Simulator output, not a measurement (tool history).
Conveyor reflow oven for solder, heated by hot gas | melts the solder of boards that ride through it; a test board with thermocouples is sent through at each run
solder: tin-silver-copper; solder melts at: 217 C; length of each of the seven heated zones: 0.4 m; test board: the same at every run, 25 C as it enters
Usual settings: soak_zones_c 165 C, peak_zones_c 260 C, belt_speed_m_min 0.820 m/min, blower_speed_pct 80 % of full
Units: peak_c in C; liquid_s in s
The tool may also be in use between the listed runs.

{"run": 1, "hour": 0.0, "soak_zones_c": 165, "peak_zones_c": 260, "belt_speed_m_min": 0.82, "blower_speed_pct": 80, "peak_c": 246.2, "liquid_s": 38.3}
{"run": 2, "hour": 17.7, "soak_zones_c": 165, "peak_zones_c": 260, "belt_speed_m_min": 0.82, "blower_speed_pct": 80, "peak_c": 245.4, "liquid_s": 38.3}
{"run": 3, "hour": 33.2, "soak_zones_c": 165, "peak_zones_c": 260, "belt_speed_m_min": 0.82, "blower_speed_pct": 80, "peak_c": 245.7, "liquid_s": 38.9}
{"run": 4, "hour": 45.5, "soak_zones_c": 165, "peak_zones_c": 260, "belt_speed_m_min": 0.82, "blower_speed_pct": 80, "peak_c": 245.8, "liquid_s": 38.6}
{"run": 5, "hour": 53.2, "soak_zones_c": 165, "peak_zones_c": 260, "belt_speed_m_min": 0.82, "blower_speed_pct": 80, "peak_c": 245.8, "liquid_s": 38.1}
{"run": 6, "hour": 69.8, "soak_zones_c": 165, "peak_zones_c": 260, "belt_speed_m_min": 0.82, "blower_speed_pct": 80, "peak_c": 245.8, "liquid_s": 38.7}
{"run": 7, "hour": 83.1, "soak_zones_c": 165, "peak_zones_c": 260, "belt_speed_m_min": 0.82, "blower_speed_pct": 80, "peak_c": 245.4, "liquid_s": 38.4}
{"run": 8, "hour": 96.3, "soak_zones_c": 165, "peak_zones_c": 260, "belt_speed_m_min": 0.82, "blower_speed_pct": 80, "peak_c": 245.6, "liquid_s": 38.8}
{"run": 9, "hour": 106.8, "soak_zones_c": 165, "peak_zones_c": 264, "belt_speed_m_min": 0.82, "blower_speed_pct": 80, "peak_c": 248.8, "liquid_s": 40.7}
{"run": 10, "hour": 119.2, "soak_zones_c": 165, "peak_zones_c": 264, "belt_speed_m_min": 0.82, "blower_speed_pct": 80, "peak_c": 249.1, "liquid_s": 40.5}
{"run": 11, "hour": 133.7, "soak_zones_c": 165, "peak_zones_c": 248, "belt_speed_m_min": 0.817, "blower_speed_pct": 80, "peak_c": 235.4, "liquid_s": 30.6}
{"run": 12, "hour": 152.0, "soak_zones_c": 165, "peak_zones_c": 258, "belt_speed_m_min": 0.82, "blower_speed_pct": 80, "peak_c": 244.2, "liquid_s": 37.2}
{"run": 13, "hour": 170.1, "soak_zones_c": 165, "peak_zones_c": 258, "belt_speed_m_min": 0.82, "blower_speed_pct": 80, "peak_c": 243.3, "liquid_s": 37.2}
{"run": 14, "hour": 182.5, "soak_zones_c": 165, "peak_zones_c": 258, "belt_speed_m_min": 0.82, "blower_speed_pct": 80, "peak_c": 243.2, "liquid_s": 37.2}
{"run": 15, "hour": 191.3, "soak_zones_c": 155, "peak_zones_c": 260, "belt_speed_m_min": 0.917, "blower_speed_pct": 55, "peak_c": 235.1, "liquid_s": 23.0}
{"run": 16, "hour": 207.5, "soak_zones_c": 155, "peak_zones_c": 260, "belt_speed_m_min": 0.917, "blower_speed_pct": 55, "peak_c": 234.9, "liquid_s": 22.6}
{"run": 17, "hour": 217.1, "soak_zones_c": 155, "peak_zones_c": 260, "belt_speed_m_min": 0.917, "blower_speed_pct": 55, "peak_c": 235.2, "liquid_s": 23.0}

Forecast run 18:
{"run": 18, "hour": 235.8, "soak_zones_c": 174, "peak_zones_c": 257, "belt_speed_m_min": 0.67, "blower_speed_pct": 55, "peak_c": "?", "liquid_s": "?"}

Run 18 gave peak_c 245.6 C, liquid_s 50.9 s.
Without the tool's hidden state the same run would have given peak_c 246.5 C, liquid_s 51.3 s.

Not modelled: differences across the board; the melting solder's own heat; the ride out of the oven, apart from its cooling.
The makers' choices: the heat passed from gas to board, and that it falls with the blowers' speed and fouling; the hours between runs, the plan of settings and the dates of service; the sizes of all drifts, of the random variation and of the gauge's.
